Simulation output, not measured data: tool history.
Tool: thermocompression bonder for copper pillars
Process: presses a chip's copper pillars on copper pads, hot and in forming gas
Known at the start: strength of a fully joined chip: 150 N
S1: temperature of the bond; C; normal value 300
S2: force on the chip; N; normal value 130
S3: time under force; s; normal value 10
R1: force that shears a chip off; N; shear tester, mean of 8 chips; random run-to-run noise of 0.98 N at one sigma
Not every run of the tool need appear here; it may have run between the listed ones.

| run | day | S1 | S2 | S3 | R1 |
|---|---|---|---|---|---|
| 1 | 0.000 | 300 | 130 | 10 | 77.7 |
| 2 | 1.300 | 300 | 130 | 10 | 75.6 |
|  | 2.450 | forming gas filter changed |
| 3 | 2.458 | 300 | 130 | 28 | 112.5 |
| 4 | 4.200 | 303 | 130 | 10 | 87.0 |
| 5 | 5.938 | 303 | 130 | 10 | 85.2 |
| 6 | 7.238 | 303 | 130 | 10 | 85.6 |
| 7 | 8.567 | 303 | 130 | 10 | 84.8 |
| 8 | 9.429 | 300 | 130 | 10 | 82.6 |
| 9 | 11.058 | 300 | 130 | 10 | 82.2 |
| 10 | 12.075 | 300 | 96 | 10 | 58.9 |
| 11 | 13.012 | 300 | 130 | 10 | 80.8 |
| 12 | 14.292 | 300 | 130 | 10 | 79.0 |
| 13 | 15.254 | 300 | 130 | 10 | 80.8 |
| 14 | 16.400 | 300 | 130 | 10 | 80.5 |
| 15 | 17.408 | 300 | 130 | 10 | 78.8 |
| 16 | 18.346 | 300 | 130 | 7 | 71.0 |
| 17 | 19.104 | 300 | 130 | 7 | 69.4 |
| 18 | 20.250 | 300 | 130 | 7 | 69.8 |
| 19 | 21.288 | 300 | 136 | 7 | 71.0 |
| 20 | 22.546 | 300 | 162 | 10 | 92.3 |
| 21 | 23.850 | 301 | 130 | 27 | 100.6 |
|  | 24.542 | heater calibrated with a thermocouple chip |
|  | 25.012 | forming gas filter changed |
| 22 | 25.467 | 301 | 130 | 27 | 106.0 |
| 23 | 27.267 | 301 | 130 | 27 | 104.8 |
| 24 | 28.096 | 301 | 130 | 27 | 104.1 |
| 25 | 29.454 | 282 | 149 | 16 | 88.5 |
|  | 29.621 | force cell calibrated |
| 26 | 30.796 | 287 | 80 | 10 | 35.9 |
| 27 | 31.562 | 287 | 80 | 10 | 35.4 |
| 28 | 33.342 | 275 | 130 | 10 | 55.2 |
| 29 | 34.346 | 275 | 130 | 10 | 55.4 |
| 30 | 35.150 | 300 | 147 | 10 | 81.8 |
| 31 | 36.675 | 300 | 147 | 10 | 81.2 |
|  | 36.838 | force cell calibrated, once more |
| 32 | 37.817 | 300 | 147 | 5 | 70.8 |
| 33 | 39.096 | 284 | 147 | 20 | 94.2 |
| 34 | 40.725 | 284 | 147 | 20 | 95.1 |
| 35 | 42.196 | 315 | 147 | 28 | 119.8 |
| 36 | 43.421 | 327 | 136 | 10 | 95.9 |
| 37 | 44.500 | 327 | 136 | 10 | 94.5 |
| 38 | 45.492 | 327 | 186 | 10 | 116.6 |
| 39 | 46.342 | 292 | 164 | 7 | 77.3 |

Predict each of these 3 candidate next runs independently; none follows another, all start after run 39:
| A | 47.546 | 291 | 115 | 25 | ? |
| B | 47.546 | 290 | 194 | 10 | ? |
| C | 47.546 | 288 | 164 | 12 | ? |

| run | R1 |
|---|---|
| A | 83.6 |
| B | 97.4 |
| C | 89.1 |
With the hidden condition removed and each run's random variation left untouched, the same runs would have given:
| run | R1 |
|---|---|
| A | 93.2 |
| B | 108.4 |
| C | 99.3 |
